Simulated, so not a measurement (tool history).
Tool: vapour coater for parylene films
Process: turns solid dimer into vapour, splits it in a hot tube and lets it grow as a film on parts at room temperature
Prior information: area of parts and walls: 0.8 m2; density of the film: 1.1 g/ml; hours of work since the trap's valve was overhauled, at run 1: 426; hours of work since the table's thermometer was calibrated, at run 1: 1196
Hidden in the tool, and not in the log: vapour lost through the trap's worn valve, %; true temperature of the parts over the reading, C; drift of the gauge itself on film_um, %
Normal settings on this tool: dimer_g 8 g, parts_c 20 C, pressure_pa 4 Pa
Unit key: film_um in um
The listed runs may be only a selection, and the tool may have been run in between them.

run   hour  dimer_g  parts_c  pressure_pa  hours of work since the trap's valve was overhauled  hours of work since the table's thermometer was calibrated  film_um
  1      0        8       20            4                                                  426                                                        1196     6.42
  2   45.7        8       20            4                                                  465                                                        1236     6.37
  3   78.1        8       20            4                                                  494                                                        1264     6.42
      94.1  -- trap's valve overhauled
  4  118.5        8       20            4                                                   21                                                        1296     6.88
  5  143.6        8       20            4                                                   43                                                        1318     6.84
  6    192        8       20         9.09                                                   85                                                        1360     6.18
  7  237.7        7       16            4                                                  125                                                        1400      6.8
  8  266.1        8       32         6.79                                                  150                                                        1425     3.96
  9    309        8       20         5.26                                                  188                                                        1462      6.5
 10  350.2        3       24         8.74                                                  224                                                        1498     1.95
 11  379.4        3       24         8.74                                                  249                                                        1524     1.94

Hidden condition of the tool, last listed run before each entry between runs versus first listed run after:
After run 3, before run 4: trap's valve overhauled (hour 94.1)
  vapour lost through the trap's worn valve, %: 8.2 -> 1; true temperature of the parts over the reading, C: -0.72 -> -0.74
  measured minus no-state result, film_um: -0.38 -> +0.14 um

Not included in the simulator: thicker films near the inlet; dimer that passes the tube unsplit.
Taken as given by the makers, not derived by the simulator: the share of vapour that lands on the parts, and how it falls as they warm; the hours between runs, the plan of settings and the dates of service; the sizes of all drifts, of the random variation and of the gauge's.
